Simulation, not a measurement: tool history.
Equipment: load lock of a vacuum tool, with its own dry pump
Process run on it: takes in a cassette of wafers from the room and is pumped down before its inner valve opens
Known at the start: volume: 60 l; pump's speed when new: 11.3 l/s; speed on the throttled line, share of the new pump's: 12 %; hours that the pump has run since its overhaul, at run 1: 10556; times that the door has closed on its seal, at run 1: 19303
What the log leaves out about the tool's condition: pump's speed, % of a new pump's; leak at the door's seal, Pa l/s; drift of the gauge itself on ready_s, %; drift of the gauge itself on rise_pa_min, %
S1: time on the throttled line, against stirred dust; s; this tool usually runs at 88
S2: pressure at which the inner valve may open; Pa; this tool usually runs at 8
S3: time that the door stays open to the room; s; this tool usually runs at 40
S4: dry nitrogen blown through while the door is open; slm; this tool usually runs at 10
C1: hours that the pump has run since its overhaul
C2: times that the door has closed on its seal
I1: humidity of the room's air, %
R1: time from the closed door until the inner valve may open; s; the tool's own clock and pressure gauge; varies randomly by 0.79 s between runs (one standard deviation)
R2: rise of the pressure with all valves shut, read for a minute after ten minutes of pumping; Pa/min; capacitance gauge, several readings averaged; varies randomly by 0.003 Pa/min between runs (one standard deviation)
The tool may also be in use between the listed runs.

{"run": 1, "day": 0.0, "S1": 88, "S2": 8, "S3": 40, "S4": 10, "C1": 10556, "C2": 19303, "I1": 46.8, "R1": 142.1, "R2": 0.105}
{"run": 2, "day": 13.233, "S1": 88, "S2": 8, "S3": 40, "S4": 10, "C1": 10873, "C2": 20405, "I1": 44.7, "R1": 143.1, "R2": 0.114}
{"day": 23.646, "done": "dry pump taken out, an overhauled one fitted"}
{"run": 3, "day": 24.267, "S1": 88, "S2": 11, "S3": 40, "S4": 10, "C1": 15, "C2": 21303, "I1": 46.3, "R1": 126.9, "R2": 0.125}
{"run": 4, "day": 39.2, "S1": 88, "S2": 11, "S3": 40, "S4": 10, "C1": 373, "C2": 22547, "I1": 47.7, "R1": 126.3, "R2": 0.131}
{"run": 5, "day": 47.096, "S1": 88, "S2": 11, "S3": 40, "S4": 10, "C1": 563, "C2": 23205, "I1": 49.5, "R1": 126.5, "R2": 0.133}
{"run": 6, "day": 56.354, "S1": 88, "S2": 8, "S3": 72, "S4": 10, "C1": 785, "C2": 23976, "I1": 46, "R1": 126.6, "R2": 0.153}
{"run": 7, "day": 68.225, "S1": 88, "S2": 8, "S3": 72, "S4": 10, "C1": 1070, "C2": 24965, "I1": 45, "R1": 127.8, "R2": 0.167}
{"run": 8, "day": 85.633, "S1": 88, "S2": 8, "S3": 72, "S4": 10, "C1": 1488, "C2": 26415, "I1": 47.6, "R1": 130.4, "R2": 0.179}
{"run": 9, "day": 94.779, "S1": 88, "S2": 8, "S3": 72, "S4": 10, "C1": 1707, "C2": 27176, "I1": 49, "R1": 130, "R2": 0.183}
{"run": 10, "day": 112.875, "S1": 88, "S2": 8, "S3": 72, "S4": 10, "C1": 2142, "C2": 28684, "I1": 44.9, "R1": 130.3, "R2": 0.198}
{"run": 11, "day": 124.942, "S1": 88, "S2": 8, "S3": 72, "S4": 10, "C1": 2431, "C2": 29689, "I1": 46.8, "R1": 130.3, "R2": 0.199}
{"run": 12, "day": 139.675, "S1": 88, "S2": 8, "S3": 72, "S4": 10, "C1": 2785, "C2": 30916, "I1": 43.1, "R1": 131.2, "R2": 0.206}
{"run": 13, "day": 156.904, "S1": 88, "S2": 8, "S3": 72, "S4": 10, "C1": 3198, "C2": 32351, "I1": 40.9, "R1": 130.4, "R2": 0.216}
{"run": 14, "day": 171.525, "S1": 88, "S2": 8, "S3": 72, "S4": 10, "C1": 3549, "C2": 33569, "I1": 45.4, "R1": 131.3, "R2": 0.232}
{"run": 15, "day": 185.262, "S1": 88, "S2": 8, "S3": 72, "S4": 10, "C1": 3879, "C2": 34713, "I1": 42.1, "R1": 132.3, "R2": 0.228}
{"run": 16, "day": 197.962, "S1": 88, "S2": 8, "S3": 40, "S4": 10, "C1": 4184, "C2": 35771, "I1": 45.2, "R1": 132.8, "R2": 0.235}
{"run": 17, "day": 211.021, "S1": 88, "S2": 8, "S3": 40, "S4": 10, "C1": 4497, "C2": 36858, "I1": 44.1, "R1": 132.2, "R2": 0.242}
{"run": 18, "day": 226.204, "S1": 88, "S2": 8, "S3": 40, "S4": 16, "C1": 4861, "C2": 38123, "I1": 48.3, "R1": 133.5, "R2": 0.245}
{"run": 19, "day": 241.879, "S1": 88, "S2": 8, "S3": 40, "S4": 10, "C1": 5238, "C2": 39429, "I1": 45.3, "R1": 134.1, "R2": 0.26}
{"run": 20, "day": 250.15, "S1": 88, "S2": 12, "S3": 37, "S4": 10, "C1": 5436, "C2": 40117, "I1": 45, "R1": 131.4, "R2": 0.267}
{"run": 21, "day": 259.442, "S1": 138, "S2": 13, "S3": 60, "S4": 4, "C1": 5659, "C2": 40891, "I1": 46.5, "R1": 173.4, "R2": 0.3}
{"run": 22, "day": 267.654, "S1": 138, "S2": 13, "S3": 60, "S4": 4, "C1": 5856, "C2": 41575, "I1": 42.9, "R1": 174.7, "R2": 0.3}
{"run": 23, "day": 286.475, "S1": 52, "S2": 8, "S3": 40, "S4": 25, "C1": 6308, "C2": 43143, "I1": 45.4, "R1": 103.4, "R2": 0.284}
{"run": 24, "day": 297.317, "S1": 88, "S2": 8, "S3": 61, "S4": 10, "C1": 6568, "C2": 44046, "I1": 44.5, "R1": 135.4, "R2": 0.323}
{"run": 25, "day": 305.512, "S1": 88, "S2": 8, "S3": 61, "S4": 10, "C1": 6765, "C2": 44729, "I1": 41.6, "R1": 135.2, "R2": 0.314}
{"run": 26, "day": 319.0, "S1": 88, "S2": 8, "S3": 58, "S4": 10, "C1": 7089, "C2": 45852, "I1": 46.7, "R1": 136.4, "R2": 0.327}
{"run": 27, "day": 334.0, "S1": 88, "S2": 8, "S3": 58, "S4": 10, "C1": 7449, "C2": 47101, "I1": 47.7, "R1": 135.4, "R2": 0.348}
{"run": 28, "day": 347.55, "S1": 61, "S2": 8, "S3": 58, "S4": 10, "C1": 7774, "C2": 48230, "I1": 46.2, "R1": 113.9, "R2": 0.348}
{"run": 29, "day": 361.3, "S1": 88, "S2": 6, "S3": 31, "S4": 7, "C1": 8104, "C2": 49375, "I1": 46.2, "R1": 139.6, "R2": 0.351}
{"run": 30, "day": 370.108, "S1": 129, "S2": 8, "S3": 73, "S4": 15, "C1": 8315, "C2": 50109, "I1": 43.5, "R1": 172, "R2": 0.371}
{"run": 31, "day": 384.979, "S1": 129, "S2": 8, "S3": 73, "S4": 15, "C1": 8672, "C2": 51348, "I1": 43.9, "R1": 171.1, "R2": 0.389}
{"run": 32, "day": 401.504, "S1": 129, "S2": 8, "S3": 73, "S4": 15, "C1": 9069, "C2": 52724, "I1": 44.1, "R1": 174.3, "R2": 0.407}
{"run": 33, "day": 412.742, "S1": 146, "S2": 7, "S3": 35, "S4": 44, "C1": 9338, "C2": 53660, "I1": 43.7, "R1": 187.2, "R2": 0.378}
{"run": 34, "day": 428.496, "S1": 146, "S2": 7, "S3": 35, "S4": 44, "C1": 9716, "C2": 54972, "I1": 41.9, "R1": 187.8, "R2": 0.398}
{"run": 35, "day": 438.533, "S1": 146, "S2": 7, "S3": 35, "S4": 44, "C1": 9957, "C2": 55808, "I1": 45.1, "R1": 190.4, "R2": 0.416}
{"run": 36, "day": 452.842, "S1": 146, "S2": 7, "S3": 35, "S4": 44, "C1": 10301, "C2": 57000, "I1": 46.1, "R1": 191, "R2": 0.426}
{"run": 37, "day": 467.825, "S1": 48, "S2": 7, "S3": 129, "S4": 5, "C1": 10660, "C2": 58248, "I1": 47.8, "R1": 111.1, "R2": 0.53}
{"run": 38, "day": 480.358, "S1": 48, "S2": 7, "S3": 129, "S4": 5, "C1": 10961, "C2": 59292, "I1": 44.8, "R1": 110.7, "R2": 0.546}

Predict each of these 3 candidate next runs independently; none follows another, all start after run 38:
{"day": 487.346, "done": "dry pump taken out, an overhauled one fitted"}
{"run": "A", "day": 495.958, "S1": 66, "S2": 7, "S3": 75, "S4": 29, "C1": 207, "C2": 60570, "I1": 48.1, "R1": "?", "R2": "?"}
{"day": 487.346, "done": "dry pump taken out, an overhauled one fitted"}
{"run": "B", "day": 495.958, "S1": 105, "S2": 11, "S3": 129, "S4": 13, "C1": 207, "C2": 60570, "I1": 47.6, "R1": "?", "R2": "?"}
{"day": 487.346, "done": "dry pump taken out, an overhauled one fitted"}
{"run": "C", "day": 495.958, "S1": 52, "S2": 8, "S3": 40, "S4": 10, "C1": 207, "C2": 60570, "I1": 45.3, "R1": "?", "R2": "?"}

run=A R1=110.1 R2=0.494
run=B R1=141.1 R2=0.543
run=C R1=96.1 R2=0.481
With no hidden state in the tool, these same runs would have given:
run=A R1=109.9 R2=0.044
run=B R1=140.9 R2=0.089
run=C R1=96 R2=0.042
